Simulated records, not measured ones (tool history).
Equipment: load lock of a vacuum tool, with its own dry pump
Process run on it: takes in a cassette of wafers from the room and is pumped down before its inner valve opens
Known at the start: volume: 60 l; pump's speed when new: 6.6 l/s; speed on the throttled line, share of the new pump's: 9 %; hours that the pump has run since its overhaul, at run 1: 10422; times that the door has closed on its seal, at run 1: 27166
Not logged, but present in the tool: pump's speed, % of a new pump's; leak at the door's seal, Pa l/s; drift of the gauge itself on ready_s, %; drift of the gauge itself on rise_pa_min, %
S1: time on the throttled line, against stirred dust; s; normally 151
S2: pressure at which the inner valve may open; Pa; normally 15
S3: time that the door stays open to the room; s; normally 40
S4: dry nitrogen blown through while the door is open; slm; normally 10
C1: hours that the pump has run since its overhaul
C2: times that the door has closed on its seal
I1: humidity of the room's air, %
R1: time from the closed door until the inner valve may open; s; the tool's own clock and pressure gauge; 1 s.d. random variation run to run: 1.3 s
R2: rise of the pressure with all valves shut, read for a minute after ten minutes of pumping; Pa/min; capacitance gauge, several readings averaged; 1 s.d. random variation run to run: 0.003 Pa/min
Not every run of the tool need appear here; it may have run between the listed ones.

run 1 hour=0.0 | S1=151 S2=15 S3=40 S4=10 | C1=10422 C2=27166 | I1=41.4 | R1=231.9 R2=0.108
run 2 hour=217.4 | S1=151 S2=15 S3=40 S4=10 | C1=10639 C2=27808 | I1=46.2 | R1=231.9 R2=0.114
run 3 hour=568.2 | S1=151 S2=15 S3=40 S4=10 | C1=10990 C2=28844 | I1=45.3 | R1=232.6 R2=0.126
run 4 hour=899.7 | S1=151 S2=15 S3=40 S4=10 | C1=11322 C2=29824 | I1=44.1 | R1=231.6 R2=0.125
run 5 hour=1187.0 | S1=151 S2=20 S3=40 S4=10 | C1=11609 C2=30673 | I1=47.6 | R1=229.2 R2=0.137
run 6 hour=1375.6 | S1=151 S2=15 S3=143 S4=10 | C1=11798 C2=31230 | I1=41.7 | R1=236.1 R2=0.154
run 7 hour=1615.6 | S1=151 S2=15 S3=143 S4=10 | C1=12038 C2=31939 | I1=44.5 | R1=234.7 R2=0.158
run 8 hour=1845.1 | S1=151 S2=15 S3=143 S4=10 | C1=12267 C2=32617 | I1=47.2 | R1=235.4 R2=0.168
run 9 hour=2132.4 | S1=151 S2=15 S3=143 S4=10 | C1=12554 C2=33466 | I1=47.1 | R1=233.4 R2=0.165
run 10 hour=2365.8 | S1=151 S2=15 S3=143 S4=10 | C1=12788 C2=34156 | I1=47.0 | R1=235.0 R2=0.172
run 11 hour=2736.1 | S1=151 S2=15 S3=62 S4=10 | C1=13158 C2=35250 | I1=44.8 | R1=237.0 R2=0.154
run 12 hour=2923.0 | S1=227 S2=15 S3=40 S4=10 | C1=13345 C2=35802 | I1=46.2 | R1=305.7 R2=0.154
run 13 hour=3170.1 | S1=227 S2=10 S3=40 S4=10 | C1=13592 C2=36532 | I1=47.1 | R1=309.3 R2=0.158
run 14 hour=3435.6 | S1=162 S2=15 S3=40 S4=6 | C1=13858 C2=37317 | I1=48.5 | R1=248.0 R2=0.163
run 15 hour=3620.0 | S1=103 S2=13 S3=40 S4=6 | C1=14042 C2=37862 | I1=42.9 | R1=195.2 R2=0.162
run 16 hour=3951.4 | S1=215 S2=17 S3=116 S4=6 | C1=14374 C2=38841 | I1=47.6 | R1=291.2 R2=0.202
-- hour=4178.9 dry pump taken out, an overhauled one fitted
run 17 hour=4325.6 | S1=215 S2=17 S3=116 S4=6 | C1=147 C2=39928 | I1=43.6 | R1=272.4 R2=0.195
run 18 hour=4612.2 | S1=215 S2=22 S3=116 S4=6 | C1=433 C2=40775 | I1=43.4 | R1=271.6 R2=0.203
run 19 hour=4838.7 | S1=151 S2=25 S3=40 S4=44 | C1=660 C2=41444 | I1=43.5 | R1=215.5 R2=0.162
run 20 hour=5242.3 | S1=168 S2=15 S3=40 S4=10 | C1=1063 C2=42637 | I1=43.4 | R1=237.2 R2=0.186
run 21 hour=5524.4 | S1=155 S2=12 S3=148 S4=10 | C1=1345 C2=43470 | I1=44.5 | R1=224.6 R2=0.222
run 22 hour=5769.6 | S1=151 S2=15 S3=48 S4=10 | C1=1591 C2=44195 | I1=46.1 | R1=217.4 R2=0.202
-- hour=5853.0 door's seal changed, seat wiped
run 23 hour=6161.2 | S1=151 S2=11 S3=48 S4=8 | C1=1981 C2=911 | I1=42.6 | R1=221.0 R2=0.046
run 24 hour=6590.9 | S1=151 S2=11 S3=80 S4=42 | C1=2410 C2=2180 | I1=44.7 | R1=226.1 R2=0.032
run 25 hour=6828.5 | S1=102 S2=18 S3=185 S4=7 | C1=2648 C2=2882 | I1=43.3 | R1=175.0 R2=0.075

What if the next run were any one of these 3? Each begins from the tool's condition after run 25:
run A hour=7220.0 | S1=76 S2=18 S3=185 S4=12 | C1=3040 C2=4039 | I1=42.6 | R1=? R2=?
run B hour=7220.0 | S1=102 S2=18 S3=46 S4=32 | C1=3040 C2=4039 | I1=45.8 | R1=? R2=?
run C hour=7220.0 | S1=167 S2=18 S3=147 S4=6 | C1=3040 C2=4039 | I1=44.3 | R1=? R2=?

run=A R1=151.0 R2=0.070
run=B R1=177.1 R2=0.033
run=C R1=233.2 R2=0.080
Without the tool's unlogged condition, the same runs would have read:
run=A R1=147.1 R2=0.064
run=B R1=173.3 R2=0.027
run=C R1=229.7 R2=0.074

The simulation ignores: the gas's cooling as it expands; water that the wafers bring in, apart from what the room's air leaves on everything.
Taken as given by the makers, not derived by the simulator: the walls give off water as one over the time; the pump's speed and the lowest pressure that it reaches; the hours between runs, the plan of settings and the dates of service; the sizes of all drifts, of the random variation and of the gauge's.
